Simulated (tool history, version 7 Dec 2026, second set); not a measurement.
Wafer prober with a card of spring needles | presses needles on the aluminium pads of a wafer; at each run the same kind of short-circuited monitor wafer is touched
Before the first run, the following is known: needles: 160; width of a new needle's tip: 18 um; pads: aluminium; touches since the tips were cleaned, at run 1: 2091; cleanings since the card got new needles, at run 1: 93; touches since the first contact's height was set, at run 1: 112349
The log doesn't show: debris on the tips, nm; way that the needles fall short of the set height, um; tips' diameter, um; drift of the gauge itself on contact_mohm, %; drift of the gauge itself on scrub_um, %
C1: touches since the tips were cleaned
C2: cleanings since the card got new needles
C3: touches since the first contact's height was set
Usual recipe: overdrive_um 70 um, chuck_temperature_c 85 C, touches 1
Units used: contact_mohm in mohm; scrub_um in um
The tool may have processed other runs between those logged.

run 1 day=0 | overdrive_um=70 chuck_temperature_c=85 touches=1 | C1=2091 C2=93 C3=112349 | contact_mohm=158.8 scrub_um=9.64
-- day=0.054 tips cleaned on abrasive film
-- day=0.317 tips cleaned on abrasive film
run 2 day=0.542 | overdrive_um=70 chuck_temperature_c=36 touches=1 | C1=2370 C2=95 C3=117920 | contact_mohm=153.5 scrub_um=9.66
-- day=0.604 tips cleaned on abrasive film
-- day=0.871 tips cleaned on abrasive film
run 3 day=1.104 | overdrive_um=70 chuck_temperature_c=85 touches=1 | C1=2425 C2=97 C3=123703 | contact_mohm=162.1 scrub_um=9.64
-- day=1.158 tips cleaned on abrasive film
-- day=1.45 tips cleaned on abrasive film
-- day=1.733 tips cleaned on abrasive film
run 4 day=1.867 | overdrive_um=70 chuck_temperature_c=117 touches=1 | C1=1377 C2=100 C3=131529 | contact_mohm=162.7 scrub_um=9.62
-- day=2.017 tips cleaned on abrasive film
-- day=2.283 tips cleaned on abrasive film
run 5 day=2.304 | overdrive_um=70 chuck_temperature_c=117 touches=1 | C1=218 C2=102 C3=136023 | contact_mohm=157.2 scrub_um=9.6
-- day=2.542 tips cleaned on abrasive film
-- day=2.804 tips cleaned on abrasive film
run 6 day=3.025 | overdrive_um=70 chuck_temperature_c=85 touches=1 | C1=2292 C2=104 C3=143479 | contact_mohm=159.5 scrub_um=9.6
-- day=3.088 tips cleaned on abrasive film
-- day=3.354 tips cleaned on abrasive film
-- day=3.612 tips cleaned on abrasive film
run 7 day=3.721 | overdrive_um=70 chuck_temperature_c=85 touches=1 | C1=1115 C2=107 C3=150606 | contact_mohm=158 scrub_um=9.57
-- day=3.792 height of the first contact set anew
-- day=3.892 tips cleaned on abrasive film
run 8 day=4.112 | overdrive_um=70 chuck_temperature_c=85 touches=1 | C1=2311 C2=108 C3=3311 | contact_mohm=159.4 scrub_um=9.88
-- day=4.158 tips cleaned on abrasive film
-- day=4.446 tips cleaned on abrasive film
-- day=4.712 tips cleaned on abrasive film
-- day=4.971 tips cleaned on abrasive film
run 9 day=4.971 | overdrive_um=70 chuck_temperature_c=85 touches=1 | C1=0 C2=112 C3=12079 | contact_mohm=150.2 scrub_um=9.87
-- day=5.262 tips cleaned on abrasive film
-- day=5.542 tips cleaned on abrasive film
run 10 day=5.621 | overdrive_um=70 chuck_temperature_c=85 touches=1 | C1=808 C2=114 C3=18788 | contact_mohm=155.2 scrub_um=9.86
-- day=5.792 tips cleaned on abrasive film
-- day=6.058 tips cleaned on abrasive film
run 11 day=6.158 | overdrive_um=70 chuck_temperature_c=85 touches=1 | C1=1049 C2=116 C3=24319 | contact_mohm=155.9 scrub_um=9.86
-- day=6.317 tips cleaned on abrasive film
-- day=6.567 tips cleaned on abrasive film
run 12 day=6.65 | overdrive_um=70 chuck_temperature_c=85 touches=1 | C1=847 C2=118 C3=29354 | contact_mohm=157.1 scrub_um=9.79
-- day=6.812 tips cleaned on abrasive film
-- day=7.092 tips cleaned on abrasive film
run 13 day=7.317 | overdrive_um=70 chuck_temperature_c=85 touches=2 | C1=2312 C2=120 C3=36232 | contact_mohm=156.8 scrub_um=9.81
-- day=7.379 tips cleaned on abrasive film
-- day=7.621 tips cleaned on abrasive film
-- day=7.9 tips cleaned on abrasive film
-- day=8.146 tips cleaned on abrasive film
run 14 day=8.146 | overdrive_um=70 chuck_temperature_c=85 touches=2 | C1=0 C2=124 C3=44737 | contact_mohm=149.4 scrub_um=9.79
-- day=8.421 tips cleaned on abrasive film
-- day=8.688 tips cleaned on abrasive film
run 15 day=8.796 | overdrive_um=51 chuck_temperature_c=85 touches=1 | C1=1148 C2=126 C3=51438 | contact_mohm=167.4 scrub_um=7.1
-- day=8.971 tips cleaned on abrasive film
-- day=9.267 tips cleaned on abrasive film
run 16 day=9.462 | overdrive_um=55 chuck_temperature_c=107 touches=2 | C1=2044 C2=128 C3=58331 | contact_mohm=168.7 scrub_um=7.62
-- day=9.525 tips cleaned on abrasive film
-- day=9.796 tips cleaned on abrasive film
-- day=10.075 tips cleaned on abrasive film
run 17 day=10.296 | overdrive_um=86 chuck_temperature_c=107 touches=1 | C1=2299 C2=131 C3=66889 | contact_mohm=157.3 scrub_um=12.02
-- day=10.358 tips cleaned on abrasive film
-- day=10.6 tips cleaned on abrasive film
run 18 day=10.833 | overdrive_um=70 chuck_temperature_c=43 touches=2 | C1=2448 C2=133 C3=72434 | contact_mohm=151.2 scrub_um=9.73
-- day=10.892 tips cleaned on abrasive film
-- day=11.146 tips cleaned on abrasive film
-- day=11.425 tips cleaned on abrasive film
run 19 day=11.454 | overdrive_um=62 chuck_temperature_c=43 touches=1 | C1=302 C2=136 C3=78777 | contact_mohm=148.1 scrub_um=8.56
-- day=11.696 tips cleaned on abrasive film
-- day=11.954 tips cleaned on abrasive film
run 20 day=12.179 | overdrive_um=70 chuck_temperature_c=90 touches=2 | C1=2364 C2=138 C3=86286 | contact_mohm=158.4 scrub_um=9.69
-- day=12.246 tips cleaned on abrasive film
-- day=12.488 tips cleaned on abrasive film
-- day=12.762 tips cleaned on abrasive film
run 21 day=12.946 | overdrive_um=70 chuck_temperature_c=90 touches=2 | C1=1913 C2=141 C3=94142 | contact_mohm=158.1 scrub_um=9.69
-- day=13.008 tips cleaned on abrasive film
-- day=13.275 tips cleaned on abrasive film
-- day=13.562 tips cleaned on abrasive film
run 22 day=13.692 | overdrive_um=84 chuck_temperature_c=28 touches=1 | C1=1319 C2=144 C3=101789 | contact_mohm=144.1 scrub_um=11.65
-- day=13.833 tips cleaned on abrasive film
-- day=14.108 tips cleaned on abrasive film
run 23 day=14.238 | overdrive_um=64 chuck_temperature_c=28 touches=2 | C1=1342 C2=146 C3=107420 | contact_mohm=149.5 scrub_um=8.82
-- day=14.383 tips cleaned on abrasive film
-- day=14.625 tips cleaned on abrasive film
run 24 day=14.821 | overdrive_um=67 chuck_temperature_c=85 touches=1 | C1=2028 C2=148 C3=113417 | contact_mohm=161.8 scrub_um=9.2
-- day=14.883 tips cleaned on abrasive film
-- day=15.15 tips cleaned on abrasive film
-- day=15.421 tips cleaned on abrasive film
run 25 day=15.546 | overdrive_um=67 chuck_temperature_c=85 touches=1 | C1=1315 C2=151 C3=120867 | contact_mohm=160.4 scrub_um=9.2
-- day=15.688 tips cleaned on abrasive film
-- day=15.946 tips cleaned on abrasive film
run 26 day=16.125 | overdrive_um=67 chuck_temperature_c=85 touches=1 | C1=1881 C2=153 C3=126836 | contact_mohm=162 scrub_um=9.2
-- day=16.188 tips cleaned on abrasive film
-- day=16.438 tips cleaned on abrasive film
run 27 day=16.517 | overdrive_um=67 chuck_temperature_c=85 touches=1 | C1=833 C2=155 C3=130848 | contact_mohm=157.9 scrub_um=9.16
-- day=16.738 tips cleaned on abrasive film
run 28 day=16.917 | overdrive_um=70 chuck_temperature_c=97 touches=2 | C1=1846 C2=156 C3=134958 | contact_mohm=158.4 scrub_um=9.6

Entry by entry between the runs, the difference in hidden state between the last listed run before and the first listed run after:
In the gap between runs 1 and 2: tips cleaned on abrasive film (day 0.054); tips cleaned on abrasive film (day 0.317)
  debris on the tips, nm: 42.7 -> 46.7; way that the needles fall short of the set height, um: 1.72 -> 1.8; tips' diameter, um: 19.32 -> 19.35
  measured value less the no-hidden-state value, contact_mohm: +11.7 -> +13.5 mohm; scrub_um: -0.24 -> -0.25 um
In the gap between runs 2 and 3: tips cleaned on abrasive film (day 0.604); tips cleaned on abrasive film (day 0.871)
  debris on the tips, nm: 46.7 -> 49.7; way that the needles fall short of the set height, um: 1.8 -> 1.89; tips' diameter, um: 19.35 -> 19.38
  measured value less the no-hidden-state value, contact_mohm: +13.5 -> +13.6 mohm; scrub_um: -0.25 -> -0.27 um
In the gap between runs 3 and 4: tips cleaned on abrasive film (day 1.158); tips cleaned on abrasive film (day 1.45); tips cleaned on abrasive film (day 1.733)
  debris on the tips, nm: 49.7 -> 31.1; way that the needles fall short of the set height, um: 1.89 -> 2.03; tips' diameter, um: 19.38 -> 19.43
  measured value less the no-hidden-state value, contact_mohm: +13.6 -> +8.8 mohm; scrub_um: -0.27 -> -0.29 um
In the gap between runs 4 and 5: tips cleaned on abrasive film (day 2.017); tips cleaned on abrasive film (day 2.283)
  debris on the tips, nm: 31.1 -> 9.8; way that the needles fall short of the set height, um: 2.03 -> 2.1; tips' diameter, um: 19.43 -> 19.46
  measured value less the no-hidden-state value, contact_mohm: +8.8 -> +4 mohm; scrub_um: -0.29 -> -0.29 um
In the gap between runs 5 and 6: tips cleaned on abrasive film (day 2.542); tips cleaned on abrasive film (day 2.804)
  debris on the tips, nm: 9.8 -> 48.1; way that the needles fall short of the set height, um: 2.1 -> 2.17; tips' diameter, um: 19.46 -> 19.48
  measured value less the no-hidden-state value, contact_mohm: +4 -> +13.3 mohm; scrub_um: -0.29 -> -0.31 um
In the gap between runs 6 and 7: tips cleaned on abrasive film (day 3.088); tips cleaned on abrasive film (day 3.354); tips cleaned on abrasive film (day 3.612)
  debris on the tips, nm: 48.1 -> 28.2; way that the needles fall short of the set height, um: 2.17 -> 2.3; tips' diameter, um: 19.48 -> 19.53
  measured value less the no-hidden-state value, contact_mohm: +13.3 -> +8.7 mohm; scrub_um: -0.31 -> -0.32 um
In the gap between runs 7 and 8: height of the first contact set anew (day 3.792); tips cleaned on abrasive film (day 3.892)
  debris on the tips, nm: 28.2 -> 46.1; way that the needles fall short of the set height, um: 2.3 -> 0.04; tips' diameter, um: 19.53 -> 19.54
  measured value less the no-hidden-state value, contact_mohm: +8.7 -> +11.9 mohm; scrub_um: -0.32 -> -0.01 um
In the gap between runs 8 and 9: tips cleaned on abrasive film (day 4.158); tips cleaned on abrasive film (day 4.446); tips cleaned on abrasive film (day 4.712); tips cleaned on abrasive film (day 4.971)
  debris on the tips, nm: 46.1 -> 4; way that the needles fall short of the set height, um: 0.04 -> 0.18; tips' diameter, um: 19.54 -> 19.59
  measured value less the no-hidden-state value, contact_mohm: +11.9 -> +2.1 mohm; scrub_um: -0.01 -> -0.02 um
In the gap between runs 9 and 10: tips cleaned on abrasive film (day 5.262); tips cleaned on abrasive film (day 5.542)
  debris on the tips, nm: 4 -> 24.3; way that the needles fall short of the set height, um: 0.18 -> 0.27; tips' diameter, um: 19.59 -> 19.62
  measured value less the no-hidden-state value, contact_mohm: +2.1 -> +7 mohm; scrub_um: -0.02 -> -0.04 um
In the gap between runs 10 and 11: tips cleaned on abrasive film (day 5.792); tips cleaned on abrasive film (day 6.058)
  debris on the tips, nm: 24.3 -> 28.7; way that the needles fall short of the set height, um: 0.27 -> 0.35; tips' diameter, um: 19.62 -> 19.65
  measured value less the no-hidden-state value, contact_mohm: +7 -> +8.1 mohm; scrub_um: -0.04 -> -0.04 um
In the gap between runs 11 and 12: tips cleaned on abrasive film (day 6.317); tips cleaned on abrasive film (day 6.567)
  debris on the tips, nm: 28.7 -> 30.4; way that the needles fall short of the set height, um: 0.35 -> 0.45; tips' diameter, um: 19.65 -> 19.69
  measured value less the no-hidden-state value, contact_mohm: +8.1 -> +8.7 mohm; scrub_um: -0.04 -> -0.07 um
In the gap between runs 12 and 13: tips cleaned on abrasive film (day 6.812); tips cleaned on abrasive film (day 7.092)
  debris on the tips, nm: 30.4 -> 47.6; way that the needles fall short of the set height, um: 0.45 -> 0.53; tips' diameter, um: 19.69 -> 19.71
  measured value less the no-hidden-state value, contact_mohm: +8.7 -> +8.2 mohm; scrub_um: -0.07 -> -0.08 um
In the gap between runs 13 and 14: tips cleaned on abrasive film (day 7.379); tips cleaned on abrasive film (day 7.621); tips cleaned on abrasive film (day 7.9); tips cleaned on abrasive film (day 8.146)
  debris on the tips, nm: 47.6 -> 2; way that the needles fall short of the set height, um: 0.53 -> 0.72; tips' diameter, um: 19.71 -> 19.78
  measured value less the no-hidden-state value, contact_mohm: +8.2 -> +1.7 mohm; scrub_um: -0.08 -> -0.1 um
In the gap between runs 14 and 15: tips cleaned on abrasive film (day 8.421); tips cleaned on abrasive film (day 8.688)
  debris on the tips, nm: 2 -> 27.2; way that the needles fall short of the set height, um: 0.72 -> 0.81; tips' diameter, um: 19.78 -> 19.81
  measured value less the no-hidden-state value, contact_mohm: +1.7 -> +14.1 mohm; scrub_um: -0.1 -> -0.11 um
In the gap between runs 15 and 16: tips cleaned on abrasive film (day 8.971); tips cleaned on abrasive film (day 9.267)
  debris on the tips, nm: 27.2 -> 45.7; way that the needles fall short of the set height, um: 0.81 -> 0.88; tips' diameter, um: 19.81 -> 19.84
  measured value less the no-hidden-state value, contact_mohm: +14.1 -> +12.3 mohm; scrub_um: -0.11 -> -0.12 um
In the gap between runs 16 and 17: tips cleaned on abrasive film (day 9.525); tips cleaned on abrasive film (day 9.796); tips cleaned on abrasive film (day 10.075)
  debris on the tips, nm: 45.7 -> 47.9; way that the needles fall short of the set height, um: 0.88 -> 1.01; tips' diameter, um: 19.84 -> 19.88
  measured value less the no-hidden-state value, contact_mohm: +12.3 -> +9.2 mohm; scrub_um: -0.12 -> -0.15 um
In the gap between runs 17 and 18: tips cleaned on abrasive film (day 10.358); tips cleaned on abrasive film (day 10.6)
  debris on the tips, nm: 47.9 -> 51.8; way that the needles fall short of the set height, um: 1.01 -> 1.1; tips' diameter, um: 19.88 -> 19.91
  measured value less the no-hidden-state value, contact_mohm: +9.2 -> +9.8 mohm; scrub_um: -0.15 -> -0.16 um
In the gap between runs 18 and 19: tips cleaned on abrasive film (day 10.892); tips cleaned on abrasive film (day 11.146); tips cleaned on abrasive film (day 11.425)
  debris on the tips, nm: 51.8 -> 10.7; way that the needles fall short of the set height, um: 1.1 -> 1.23; tips' diameter, um: 19.91 -> 19.96
  measured value less the no-hidden-state value, contact_mohm: +9.8 -> +5.4 mohm; scrub_um: -0.16 -> -0.17 um
In the gap between runs 19 and 20: tips cleaned on abrasive film (day 11.696); tips cleaned on abrasive film (day 11.954)
  debris on the tips, nm: 10.7 -> 47.6; way that the needles fall short of the set height, um: 1.23 -> 1.33; tips' diameter, um: 19.96 -> 19.99
  measured value less the no-hidden-state value, contact_mohm: +5.4 -> +8.9 mohm; scrub_um: -0.17 -> -0.19 um
In the gap between runs 20 and 21: tips cleaned on abrasive film (day 12.246); tips cleaned on abrasive film (day 12.488); tips cleaned on abrasive film (day 12.762)
  debris on the tips, nm: 47.6 -> 44.3; way that the needles fall short of the set height, um: 1.33 -> 1.46; tips' diameter, um: 19.99 -> 20.04
  measured value less the no-hidden-state value, contact_mohm: +8.9 -> +8.6 mohm; scrub_um: -0.19 -> -0.21 um
In the gap between runs 21 and 22: tips cleaned on abrasive film (day 13.008); tips cleaned on abrasive film (day 13.275); tips cleaned on abrasive film (day 13.562)
  debris on the tips, nm: 44.3 -> 32.5; way that the needles fall short of the set height, um: 1.46 -> 1.58; tips' diameter, um: 20.04 -> 20.08
  measured value less the no-hidden-state value, contact_mohm: +8.6 -> +7.9 mohm; scrub_um: -0.21 -> -0.22 um
In the gap between runs 22 and 23: tips cleaned on abrasive film (day 13.833); tips cleaned on abrasive film (day 14.108)
  debris on the tips, nm: 32.5 -> 34.5; way that the needles fall short of the set height, um: 1.58 -> 1.67; tips' diameter, um: 20.08 -> 20.11
  measured value less the no-hidden-state value, contact_mohm: +7.9 -> +8.8 mohm; scrub_um: -0.22 -> -0.24 um
In the gap between runs 23 and 24: tips cleaned on abrasive film (day 14.383); tips cleaned on abrasive film (day 14.625)
  debris on the tips, nm: 34.5 -> 45.7; way that the needles fall short of the set height, um: 1.67 -> 1.76; tips' diameter, um: 20.11 -> 20.14
  measured value less the no-hidden-state value, contact_mohm: +8.8 -> +14.7 mohm; scrub_um: -0.24 -> -0.25 um
In the gap between runs 24 and 25: tips cleaned on abrasive film (day 14.883); tips cleaned on abrasive film (day 15.15); tips cleaned on abrasive film (day 15.421)
  debris on the tips, nm: 45.7 -> 33.4; way that the needles fall short of the set height, um: 1.76 -> 1.89; tips' diameter, um: 20.14 -> 20.19
  measured value less the no-hidden-state value, contact_mohm: +14.7 -> +11.6 mohm; scrub_um: -0.25 -> -0.27 um
In the gap between runs 25 and 26: tips cleaned on abrasive film (day 15.688); tips cleaned on abrasive film (day 15.946)
  debris on the tips, nm: 33.4 -> 40.9; way that the needles fall short of the set height, um: 1.89 -> 1.97; tips' diameter, um: 20.19 -> 20.22
  measured value less the no-hidden-state value, contact_mohm: +11.6 -> +13.7 mohm; scrub_um: -0.27 -> -0.27 um
In the gap between runs 26 and 27: tips cleaned on abrasive film (day 16.188); tips cleaned on abrasive film (day 16.438)
  debris on the tips, nm: 40.9 -> 25.3; way that the needles fall short of the set height, um: 1.97 -> 2.05; tips' diameter, um: 20.22 -> 20.25
  measured value less the no-hidden-state value, contact_mohm: +13.7 -> +9.4 mohm; scrub_um: -0.27 -> -0.29 um
In the gap between runs 27 and 28: tips cleaned on abrasive film (day 16.738)
  debris on the tips, nm: 25.3 -> 41.6; way that the needles fall short of the set height, um: 2.05 -> 2.1; tips' diameter, um: 20.25 -> 20.26
  measured value less the no-hidden-state value, contact_mohm: +9.4 -> +8.6 mohm; scrub_um: -0.29 -> -0.3 um
